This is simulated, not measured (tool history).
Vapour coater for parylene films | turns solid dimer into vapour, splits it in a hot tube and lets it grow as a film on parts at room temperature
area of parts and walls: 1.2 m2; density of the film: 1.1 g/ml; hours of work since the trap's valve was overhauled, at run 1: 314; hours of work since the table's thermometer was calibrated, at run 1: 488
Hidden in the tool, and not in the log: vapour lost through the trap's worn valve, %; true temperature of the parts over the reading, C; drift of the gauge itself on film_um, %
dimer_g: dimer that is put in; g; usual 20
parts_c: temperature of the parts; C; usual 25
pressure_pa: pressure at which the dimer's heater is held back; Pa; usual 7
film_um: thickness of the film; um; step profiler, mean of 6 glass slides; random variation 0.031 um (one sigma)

run,hour,dimer_g,parts_c,pressure_pa,hours of work since the trap's valve was overhauled,hours of work since the table's thermometer was calibrated,film_um
1,0,20,25,7,314,488,7.93
2,18.5,20,25,7,327,501,7.98
3,62.9,20,25,2.01,359,532,8.71
4,92.2,20,25,2.01,379,553,8.59
5,129.3,20,25,2.01,405,579,8.64
6,149.9,20,25,5.97,420,594,8.02
7,171.2,20,25,5.97,435,609,8.04
8,202.7,20,25,5.97,457,631,8.01
9,241.4,20,25,5.97,485,658,7.97
10,277,20,30,7,510,683,7.26
11,319.2,20,36,7,540,713,6.54
12,339.2,20,25,3.86,554,727,8.15
13,378,20,26,3.81,581,755,8.02
14,411.4,20,28,7,605,778,7.4
# hour 429.6: trap's valve overhauled
15,435.8,36,23,7,4,793,15.09
16,462.2,36,23,7,23,811,15.07
17,507.1,36,23,9.26,55,843,14.76
18,541.9,36,18,10.23,79,868,15.95
19,575.1,13,21,2.89,103,891,5.99
20,617.3,13,21,2.89,133,921,5.92
21,657.4,17,21,2.65,161,949,7.77
22,677.2,19,27,7,175,964,7.41
23,715.8,18,26,9.1,202,991,6.94

Forecast each of these 5 alternatives for the next run:
A,751.9,12,31,7.27,228,1016,?
B,751.9,21,22,7.66,228,1016,?
C,751.9,34,19,9.1,228,1016,?
D,751.9,36,27,9.1,228,1016,?
E,751.9,32,28,5.93,228,1016,?

run,film_um
A,4.35
B,8.75
C,14.61
D,13.59
E,12.19
Without the tool's hidden state the same runs would have given:
run,film_um
A,4.47
B,8.98
C,14.99
D,13.95
E,12.51
